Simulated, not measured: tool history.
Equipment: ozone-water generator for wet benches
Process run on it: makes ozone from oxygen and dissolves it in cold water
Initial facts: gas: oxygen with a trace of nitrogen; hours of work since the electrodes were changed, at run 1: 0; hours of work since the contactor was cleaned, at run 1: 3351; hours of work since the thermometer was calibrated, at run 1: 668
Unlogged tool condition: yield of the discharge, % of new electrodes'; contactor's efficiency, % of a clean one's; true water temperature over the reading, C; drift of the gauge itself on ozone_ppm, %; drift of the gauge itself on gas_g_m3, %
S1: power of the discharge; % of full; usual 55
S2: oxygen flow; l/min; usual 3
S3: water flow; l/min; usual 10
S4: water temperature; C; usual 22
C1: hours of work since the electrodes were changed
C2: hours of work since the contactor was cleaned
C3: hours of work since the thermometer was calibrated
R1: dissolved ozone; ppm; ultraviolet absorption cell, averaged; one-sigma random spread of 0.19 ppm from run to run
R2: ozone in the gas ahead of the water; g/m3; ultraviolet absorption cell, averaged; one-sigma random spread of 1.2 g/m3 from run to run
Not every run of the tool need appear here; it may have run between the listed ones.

run 1 day=0 | S1=55 S2=3 S3=10 S4=22 | C1=0 C2=3351 C3=668 | R1=26.3 R2=228.4
run 2 day=5.783 | S1=55 S2=3 S3=10 S4=22 | C1=136 C2=3487 C3=805 | R1=26.1 R2=227
run 3 day=10.788 | S1=55 S2=3 S3=10 S4=22 | C1=254 C2=3605 C3=923 | R1=25.5 R2=229.1
run 4 day=17.158 | S1=55 S2=3 S3=10 S4=22 | C1=405 C2=3756 C3=1073 | R1=25.6 R2=226.5
run 5 day=21.692 | S1=55 S2=3 S3=10 S4=15 | C1=512 C2=3863 C3=1180 | R1=28.2 R2=224.1
run 6 day=30.262 | S1=55 S2=3 S3=10 S4=22 | C1=714 C2=4065 C3=1382 | R1=25.3 R2=226.4
run 7 day=39.842 | S1=53 S2=3 S3=10 S4=22 | C1=940 C2=4291 C3=1608 | R1=24.3 R2=216.1
run 8 day=45.196 | S1=53 S2=3 S3=10 S4=22 | C1=1066 C2=4417 C3=1735 | R1=24 R2=215.1
run 9 day=50.921 | S1=68 S2=3 S3=10 S4=22 | C1=1201 C2=4552 C3=1870 | R1=29.2 R2=262.6
run 10 day=59.35 | S1=68 S2=3 S3=10 S4=22 | C1=1400 C2=4751 C3=2069 | R1=28.9 R2=260.6
run 11 day=65.321 | S1=55 S2=1.89 S3=10 S4=22 | C1=1541 C2=4892 C3=2209 | R1=24.1 R2=285
run 12 day=69.208 | S1=55 S2=1.89 S3=10 S4=22 | C1=1633 C2=4984 C3=2301 | R1=24.2 R2=281.6
run 13 day=73.562 | S1=64 S2=3.16 S3=8 S4=22 | C1=1735 C2=5086 C3=2404 | R1=30.6 R2=237
run 14 day=82.508 | S1=64 S2=3.16 S3=7 S4=17 | C1=1946 C2=5297 C3=2615 | R1=36 R2=233.9
run 15 day=90.767 | S1=64 S2=3.16 S3=7 S4=17 | C1=2141 C2=5492 C3=2810 | R1=35.6 R2=233.4
-- day=91.554 contactor cleaned
-- day=99.567 water thermometer calibrated
run 16 day=100.604 | S1=64 S2=3.16 S3=7 S4=17 | C1=2369 C2=213 C3=24 | R1=33.7 R2=231.9
run 17 day=105.433 | S1=64 S2=5.09 S3=12 S4=17 | C1=2483 C2=327 C3=138 | R1=22.2 R2=178.6
run 18 day=111.5 | S1=54 S2=3.01 S3=8 S4=14 | C1=2626 C2=470 C3=282 | R1=27.9 R2=207.4
run 19 day=118.862 | S1=55 S2=2.02 S3=12 S4=21 | C1=2800 C2=644 C3=455 | R1=18.4 R2=258.2
-- day=119.625 contactor cleaned, once more
run 20 day=125.071 | S1=55 S2=2.02 S3=12 S4=21 | C1=2942 C2=129 C3=598 | R1=21.7 R2=258.2
run 21 day=129.575 | S1=55 S2=2.02 S3=12 S4=21 | C1=3048 C2=235 C3=704 | R1=21.4 R2=257.6
run 22 day=134.946 | S1=55 S2=2.02 S3=6 S4=17 | C1=3175 C2=361 C3=831 | R1=37.9 R2=255.4
run 23 day=141.933 | S1=89 S2=4.19 S3=10 S4=22 | C1=3340 C2=526 C3=996 | R1=33.2 R2=243.7
run 24 day=151.588 | S1=77 S2=3.41 S3=8 S4=24 | C1=3568 C2=754 C3=1223 | R1=33.1 R2=243.1

Alternative continuations, all from the tool just after run 24; predict every row:
run A day=159.158 | S1=55 S2=3 S3=11 S4=22 | C1=3746 C2=933 C3=1402 | R1=? R2=?
run B day=159.158 | S1=55 S2=3 S3=12 S4=22 | C1=3746 C2=933 C3=1402 | R1=? R2=?
run C day=159.158 | S1=44 S2=3 S3=7 S4=25 | C1=3746 C2=933 C3=1402 | R1=? R2=?
run D day=159.158 | S1=40 S2=3.41 S3=8 S4=24 | C1=3746 C2=933 C3=1402 | R1=? R2=?

run=A R1=22.2 R2=203
run=B R1=21.1 R2=203.3
run=C R1=24 R2=171.3
run=D R1=20.5 R2=151
With no hidden state in the tool, these same runs would have given:
run=A R1=25.5 R2=228.5
run=B R1=24.3 R2=228.9
run=C R1=26.8 R2=188.1
run=D R1=22.7 R2=164
